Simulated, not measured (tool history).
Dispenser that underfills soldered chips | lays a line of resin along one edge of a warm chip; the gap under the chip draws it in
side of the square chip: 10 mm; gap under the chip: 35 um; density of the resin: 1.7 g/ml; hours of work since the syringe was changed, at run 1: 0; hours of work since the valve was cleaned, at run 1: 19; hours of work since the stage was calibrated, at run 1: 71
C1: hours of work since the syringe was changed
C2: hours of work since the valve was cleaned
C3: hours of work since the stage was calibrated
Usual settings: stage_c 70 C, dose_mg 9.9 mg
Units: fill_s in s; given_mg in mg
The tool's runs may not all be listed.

run 1 hour=0 | stage_c=70 dose_mg=9.9 | C1=0 C2=19 C3=71 | fill_s=138.4 given_mg=9.86
run 2 hour=3.1 | stage_c=70 dose_mg=9.9 | C1=2 C2=21 C3=73 | fill_s=155.4 given_mg=9.838
run 3 hour=6.6 | stage_c=70 dose_mg=9.9 | C1=5 C2=23 C3=75 | fill_s=175.6 given_mg=9.849
run 4 hour=12.8 | stage_c=65 dose_mg=9.9 | C1=9 C2=27 C3=79 | fill_s=246.3 given_mg=9.825
-- hour=14.4 new syringe of resin
run 5 hour=19.3 | stage_c=70 dose_mg=9.9 | C1=3 C2=31 C3=83 | fill_s=162.9 given_mg=9.809
run 6 hour=23.5 | stage_c=70 dose_mg=9.9 | C1=6 C2=34 C3=86 | fill_s=186.1 given_mg=9.803
-- hour=29.2 new syringe of resin
run 7 hour=29.5 | stage_c=70 dose_mg=9.9 | C1=0 C2=38 C3=90 | fill_s=137 given_mg=9.799
-- hour=35.3 dispensing valve cleaned and set on the balance
run 8 hour=36 | stage_c=70 dose_mg=9.9 | C1=4 C2=0 C3=93 | fill_s=164.6 given_mg=9.883
run 9 hour=39 | stage_c=70 dose_mg=9.9 | C1=6 C2=2 C3=95 | fill_s=184.5 given_mg=9.885
-- hour=44.9 new syringe of resin
run 10 hour=45.4 | stage_c=70 dose_mg=9.29 | C1=0 C2=6 C3=99 | fill_s=137.8 given_mg=9.273
run 11 hour=49.8 | stage_c=70 dose_mg=9.29 | C1=3 C2=9 C3=102 | fill_s=159.1 given_mg=9.251
run 12 hour=54.5 | stage_c=70 dose_mg=10.23 | C1=6 C2=12 C3=105 | fill_s=189.5 given_mg=10.186
run 13 hour=58.7 | stage_c=70 dose_mg=12.66 | C1=9 C2=15 C3=108 | fill_s=216.6 given_mg=12.604
-- hour=59.5 new syringe of resin
run 14 hour=64.8 | stage_c=70 dose_mg=9.9 | C1=3 C2=19 C3=112 | fill_s=164.6 given_mg=9.833
run 15 hour=69.6 | stage_c=70 dose_mg=9.9 | C1=7 C2=22 C3=115 | fill_s=193.2 given_mg=9.834
-- hour=74.1 new syringe of resin
run 16 hour=76.1 | stage_c=65 dose_mg=9.9 | C1=1 C2=26 C3=119 | fill_s=169.9 given_mg=9.829
run 17 hour=80.7 | stage_c=65 dose_mg=9.9 | C1=4 C2=29 C3=122 | fill_s=197.7 given_mg=9.805
run 18 hour=84.1 | stage_c=70 dose_mg=9.9 | C1=7 C2=32 C3=124 | fill_s=189.5 given_mg=9.801
run 19 hour=86.7 | stage_c=70 dose_mg=9.9 | C1=8 C2=33 C3=126 | fill_s=209.6 given_mg=9.788
-- hour=88.7 new syringe of resin
run 20 hour=91.5 | stage_c=70 dose_mg=9.9 | C1=2 C2=36 C3=129 | fill_s=149.3 given_mg=9.783
run 21 hour=97.2 | stage_c=85 dose_mg=8.83 | C1=6 C2=40 C3=133 | fill_s=118.1 given_mg=8.729
-- hour=99.7 dispensing valve cleaned and set on the balance
run 22 hour=101.4 | stage_c=84 dose_mg=11.56 | C1=8 C2=1 C3=135 | fill_s=132.8 given_mg=11.535
-- hour=104 new syringe of resin
run 23 hour=106.1 | stage_c=84 dose_mg=11.56 | C1=1 C2=4 C3=138 | fill_s=94.6 given_mg=11.542
run 24 hour=110.9 | stage_c=65 dose_mg=11.59 | C1=5 C2=7 C3=141 | fill_s=193 given_mg=11.566
run 25 hour=114.2 | stage_c=77 dose_mg=10.09 | C1=7 C2=9 C3=143 | fill_s=158.1 given_mg=10.07
run 26 hour=117.9 | stage_c=77 dose_mg=10.09 | C1=9 C2=12 C3=146 | fill_s=178.7 given_mg=10.058
-- hour=118.6 new syringe of resin
run 27 hour=123.2 | stage_c=77 dose_mg=10.09 | C1=3 C2=15 C3=149 | fill_s=129.9 given_mg=10.031
run 28 hour=129 | stage_c=77 dose_mg=10.09 | C1=7 C2=19 C3=153 | fill_s=155.2 given_mg=10.02
-- hour=133.1 new syringe of resin
run 29 hour=134.9 | stage_c=81 dose_mg=9.61 | C1=1 C2=23 C3=157 | fill_s=104.2 given_mg=9.553
run 30 hour=140.6 | stage_c=76 dose_mg=8.63 | C1=5 C2=26 C3=160 | fill_s=151.4 given_mg=8.53
run 31 hour=143.2 | stage_c=57 dose_mg=9.79 | C1=7 C2=28 C3=162 | fill_s=288.2 given_mg=9.707
-- hour=147.5 new syringe of resin
run 32 hour=148.5 | stage_c=82 dose_mg=11.64 | C1=1 C2=31 C3=165 | fill_s=97.9 given_mg=11.51
run 33 hour=153.3 | stage_c=82 dose_mg=11.64 | C1=4 C2=35 C3=169 | fill_s=117.5 given_mg=11.503
run 34 hour=158.9 | stage_c=70 dose_mg=12.3 | C1=8 C2=38 C3=172 | fill_s=199.5 given_mg=12.137
-- hour=162.2 new syringe of resin
run 35 hour=162.2 | stage_c=70 dose_mg=12.3 | C1=0 C2=40 C3=174 | fill_s=129.1 given_mg=12.135
-- hour=164.6 dispensing valve cleaned and set on the balance
run 36 hour=168.4 | stage_c=68 dose_mg=8.49 | C1=3 C2=3 C3=178 | fill_s=169.5 given_mg=8.434
run 37 hour=174.3 | stage_c=72 dose_mg=12.18 | C1=7 C2=6 C3=182 | fill_s=183.1 given_mg=12.113

How the hidden state differs across the entries between the runs, from the last listed run before each to the first after it:
Between runs 4 and 5: new syringe of resin (hour 14.4)
  resin's viscosity, % of fresh resin's: 159.7 -> 118.5; dose that the valve gives, % of what is set: 99.28 -> 99.15; true chip temperature over the reading, C: 0.63 -> 0.66
  measured less the result without the state, fill_s: +89 -> +22.7 s; given_mg: -0.071 -> -0.083 mg
Between runs 6 and 7: new syringe of resin (hour 29.2)
  resin's viscosity, % of fresh resin's: 137.2 -> 101; dose that the valve gives, % of what is set: 99.06 -> 98.94; true chip temperature over the reading, C: 0.67 -> 0.7
  measured less the result without the state, fill_s: +47.7 -> -1.4 s; given_mg: -0.093 -> -0.105 mg
Between runs 7 and 8: dispensing valve cleaned and set on the balance (hour 35.3)
  resin's viscosity, % of fresh resin's: 101 -> 122.4; dose that the valve gives, % of what is set: 98.94 -> 99.93; true chip temperature over the reading, C: 0.7 -> 0.72
  measured less the result without the state, fill_s: -1.4 -> +27.2 s; given_mg: -0.105 -> -0.007 mg
Between runs 9 and 10: new syringe of resin (hour 44.9)
  resin's viscosity, % of fresh resin's: 136 -> 101.5; dose that the valve gives, % of what is set: 99.86 -> 99.73; true chip temperature over the reading, C: 0.73 -> 0.75
  measured less the result without the state, fill_s: +45.9 -> -1.1 s; given_mg: -0.013 -> -0.025 mg
Between runs 13 and 14: new syringe of resin (hour 59.5)
  resin's viscosity, % of fresh resin's: 162 -> 121.7; dose that the valve gives, % of what is set: 99.48 -> 99.36; true chip temperature over the reading, C: 0.81 -> 0.83
  measured less the result without the state, fill_s: +79.7 -> +26 s; given_mg: -0.066 -> -0.063 mg
Between runs 15 and 16: new syringe of resin (hour 74.1)
  resin's viscosity, % of fresh resin's: 144 -> 106.9; dose that the valve gives, % of what is set: 99.27 -> 99.15; true chip temperature over the reading, C: 0.85 -> 0.87
  measured less the result without the state, fill_s: +55.5 -> +6.7 s; given_mg: -0.072 -> -0.084 mg
Between runs 19 and 20: new syringe of resin (hour 88.7)
  resin's viscosity, % of fresh resin's: 155.5 -> 110; dose that the valve gives, % of what is set: 98.93 -> 98.83; true chip temperature over the reading, C: 0.91 -> 0.93
  measured less the result without the state, fill_s: +71.1 -> +9.8 s; given_mg: -0.107 -> -0.116 mg
Between runs 21 and 22: dispensing valve cleaned and set on the balance (hour 99.7)
  resin's viscosity, % of fresh resin's: 134.4 -> 150.4; dose that the valve gives, % of what is set: 98.71 -> 99.92; true chip temperature over the reading, C: 0.95 -> 0.96
  measured less the result without the state, fill_s: +28.1 -> +42 s; given_mg: -0.113 -> -0.009 mg
Between runs 22 and 23: new syringe of resin (hour 104)
  resin's viscosity, % of fresh resin's: 150.4 -> 106.6; dose that the valve gives, % of what is set: 99.92 -> 99.84; true chip temperature over the reading, C: 0.96 -> 0.98
  measured less the result without the state, fill_s: +42 -> +3.4 s; given_mg: -0.009 -> -0.018 mg
Between runs 26 and 27: new syringe of resin (hour 118.6)
  resin's viscosity, % of fresh resin's: 162 -> 118.7; dose that the valve gives, % of what is set: 99.58 -> 99.48; true chip temperature over the reading, C: 1.03 -> 1.05
  measured less the result without the state, fill_s: +65.1 -> +17.1 s; given_mg: -0.042 -> -0.053 mg
Between runs 28 and 29: new syringe of resin (hour 133.1)
  resin's viscosity, % of fresh resin's: 145.2 -> 107.4; dose that the valve gives, % of what is set: 99.36 -> 99.25; true chip temperature over the reading, C: 1.07 -> 1.09
  measured less the result without the state, fill_s: +45.1 -> +4.2 s; given_mg: -0.064 -> -0.072 mg
Between runs 31 and 32: new syringe of resin (hour 147.5)
  resin's viscosity, % of fresh resin's: 143.9 -> 105; dose that the valve gives, % of what is set: 99.09 -> 98.98; true chip temperature over the reading, C: 1.12 -> 1.14
  measured less the result without the state, fill_s: +80.7 -> +1.7 s; given_mg: -0.089 -> -0.119 mg
Between runs 34 and 35: new syringe of resin (hour 162.2)
  resin's viscosity, % of fresh resin's: 151.4 -> 98.6; dose that the valve gives, % of what is set: 98.76 -> 98.7; true chip temperature over the reading, C: 1.18 -> 1.19
  measured less the result without the state, fill_s: +63 -> -6.7 s; given_mg: -0.152 -> -0.16 mg
Between runs 35 and 36: dispensing valve cleaned and set on the balance (hour 164.6)
  resin's viscosity, % of fresh resin's: 98.6 -> 118.6; dose that the valve gives, % of what is set: 98.7 -> 99.5; true chip temperature over the reading, C: 1.19 -> 1.21
  measured less the result without the state, fill_s: -6.7 -> +21.2 s; given_mg: -0.16 -> -0.042 mg
